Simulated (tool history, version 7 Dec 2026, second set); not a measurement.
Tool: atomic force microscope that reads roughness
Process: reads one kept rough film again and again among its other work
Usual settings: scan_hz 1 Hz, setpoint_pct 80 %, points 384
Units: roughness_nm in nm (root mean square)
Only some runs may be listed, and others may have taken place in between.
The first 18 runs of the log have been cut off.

-- hour=290.5 new tip fitted
run 19 hour=297.8 | scan_hz=1.11 setpoint_pct=80 points=356 | roughness_nm=2.64
run 20 hour=314.1 | scan_hz=1.66 setpoint_pct=80 points=384 | roughness_nm=2.44
run 21 hour=335.9 | scan_hz=1.66 setpoint_pct=80 points=384 | roughness_nm=2.283
run 22 hour=345.8 | scan_hz=1.66 setpoint_pct=80 points=384 | roughness_nm=2.214
-- hour=350.9 new tip fitted
run 23 hour=362.2 | scan_hz=1.37 setpoint_pct=82 points=439 | roughness_nm=2.579
run 24 hour=375.7 | scan_hz=1.37 setpoint_pct=82 points=439 | roughness_nm=2.466
run 25 hour=387.5 | scan_hz=1.11 setpoint_pct=65 points=553 | roughness_nm=2.521
run 26 hour=397.1 | scan_hz=1.11 setpoint_pct=65 points=553 | roughness_nm=2.464
-- hour=410.5 new tip fitted
run 27 hour=413.1 | scan_hz=1.7 setpoint_pct=65 points=845 | roughness_nm=2.761
run 28 hour=426.1 | scan_hz=1.81 setpoint_pct=80 points=384 | roughness_nm=2.489
run 29 hour=435.8 | scan_hz=1.81 setpoint_pct=80 points=384 | roughness_nm=2.443
run 30 hour=454.9 | scan_hz=1 setpoint_pct=72 points=393 | roughness_nm=2.44
run 31 hour=464 | scan_hz=1 setpoint_pct=72 points=393 | roughness_nm=2.367

Consider 3 possible next runs. They are alternatives, not a sequence: every one starts from the tool as it was left by run 31. What does each give?
-- hour=470.9 new tip fitted
run A hour=480.6 | scan_hz=0.96 setpoint_pct=79 points=782 | roughness_nm=?
-- hour=470.9 new tip fitted
run B hour=480.6 | scan_hz=2.66 setpoint_pct=68 points=440 | roughness_nm=?
-- hour=470.9 new tip fitted
run C hour=480.6 | scan_hz=1.32 setpoint_pct=71 points=812 | roughness_nm=?

run=A roughness_nm=2.689
run=B roughness_nm=2.601
run=C roughness_nm=2.709
Without the tool's hidden state the same runs would have given:
run=A roughness_nm=2.767
run=B roughness_nm=2.677
run=C roughness_nm=2.789
